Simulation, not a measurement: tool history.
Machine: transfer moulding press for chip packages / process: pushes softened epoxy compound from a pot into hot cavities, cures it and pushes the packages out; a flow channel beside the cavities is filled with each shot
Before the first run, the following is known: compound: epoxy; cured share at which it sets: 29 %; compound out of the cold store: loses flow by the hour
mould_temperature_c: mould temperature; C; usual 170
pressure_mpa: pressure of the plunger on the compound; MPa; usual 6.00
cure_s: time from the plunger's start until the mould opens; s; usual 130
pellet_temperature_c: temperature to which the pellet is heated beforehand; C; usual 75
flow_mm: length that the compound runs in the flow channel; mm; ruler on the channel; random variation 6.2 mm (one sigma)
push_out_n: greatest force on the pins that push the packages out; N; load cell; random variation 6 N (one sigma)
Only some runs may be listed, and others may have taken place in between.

| run | day | mould_temperature_c | pressure_mpa | cure_s | pellet_temperature_c | incoming compound's hours out of the cold store | flow_mm | push_out_n |
|---|---|---|---|---|---|---|---|---|
| 1 | 0.000 | 170 | 6.00 | 130 | 75 | 24.5 | 915 | 260 |
| 2 | 1.604 | 170 | 6.00 | 130 | 75 | 14.1 | 962 | 327 |
| 3 | 3.100 | 170 | 6.00 | 130 | 77 | 39.7 | 842 | 319 |
|  | 4.538 | cavities cleaned with cleaning compound and waxed |
| 4 | 5.167 | 170 | 6.00 | 130 | 77 | 30.2 | 877 | 229 |
| 5 | 6.921 | 172 | 6.00 | 130 | 75 | 37.1 | 846 | 248 |
| 6 | 8.867 | 170 | 6.00 | 130 | 75 | 17.9 | 920 | 313 |
| 7 | 10.883 | 170 | 6.00 | 130 | 75 | 20.3 | 896 | 342 |
|  | 11.112 | cavities cleaned with cleaning compound and waxed |
| 8 | 12.104 | 170 | 6.00 | 130 | 75 | 35.6 | 832 | 246 |
| 9 | 14.133 | 170 | 6.00 | 130 | 75 | 37.0 | 833 | 296 |
| 10 | 15.942 | 170 | 6.00 | 130 | 75 | 43.3 | 794 | 317 |
| 11 | 16.917 | 170 | 6.00 | 126 | 75 | 40.6 | 801 | 350 |
|  | 17.629 | cavities cleaned with cleaning compound and waxed |
| 12 | 18.329 | 170 | 6.00 | 126 | 75 | 19.9 | 889 | 257 |
| 13 | 19.354 | 170 | 6.00 | 130 | 75 | 25.5 | 858 | 273 |
| 14 | 20.854 | 167 | 6.00 | 130 | 75 | 21.7 | 878 | 358 |
|  | 21.754 | plunger's sealing rings changed |
| 15 | 22.250 | 168 | 6.26 | 125 | 75 | 36.7 | 928 | 374 |
| 16 | 23.346 | 166 | 6.26 | 122 | 75 | 42.5 | 908 | 471 |
|  | 24.283 | cavities cleaned with cleaning compound and waxed |
| 17 | 25.450 | 166 | 5.55 | 122 | 83 | 42.6 | 852 | 338 |
| 18 | 26.896 | 171 | 5.07 | 129 | 76 | 19.2 | 893 | 265 |
| 19 | 28.104 | 170 | 5.61 | 130 | 75 | 23.0 | 920 | 312 |
| 20 | 29.525 | 170 | 7.29 | 130 | 75 | 15.1 | 1083 | 335 |
|  | 30.867 | cavities cleaned with cleaning compound and waxed |
| 21 | 31.017 | 166 | 5.74 | 124 | 83 | 15.5 | 980 | 295 |
| 22 | 32.450 | 166 | 5.74 | 124 | 83 | 35.2 | 881 | 332 |
| 23 | 34.550 | 166 | 5.74 | 124 | 83 | 21.9 | 920 | 407 |
| 24 | 35.833 | 166 | 5.74 | 124 | 83 | 42.3 | 840 | 449 |
| 25 | 36.942 | 166 | 5.74 | 124 | 83 | 45.2 | 826 | 438 |
|  | 37.362 | cavities cleaned with cleaning compound and waxed |
| 26 | 38.638 | 162 | 5.06 | 130 | 81 | 39.2 | 799 | 402 |
| 27 | 40.762 | 170 | 6.00 | 130 | 75 | 12.3 | 956 | 304 |

Alternative continuations, all from the tool just after run 27; predict every row:
| A | 42.217 | 176 | 6.66 | 156 | 75 | 9.0 | ? | ? |
| B | 42.217 | 177 | 6.00 | 130 | 84 | 26.6 | ? | ? |
| C | 42.217 | 169 | 6.00 | 142 | 75 | 28.2 | ? | ? |

| run | flow_mm | push_out_n |
|---|---|---|
| A | 1005 | 255 |
| B | 864 | 280 |
| C | 886 | 295 |
With no hidden state in the tool, these same runs would have given:
| run | flow_mm | push_out_n |
|---|---|---|
| A | 1080 | 155 |
| B | 928 | 176 |
| C | 953 | 194 |
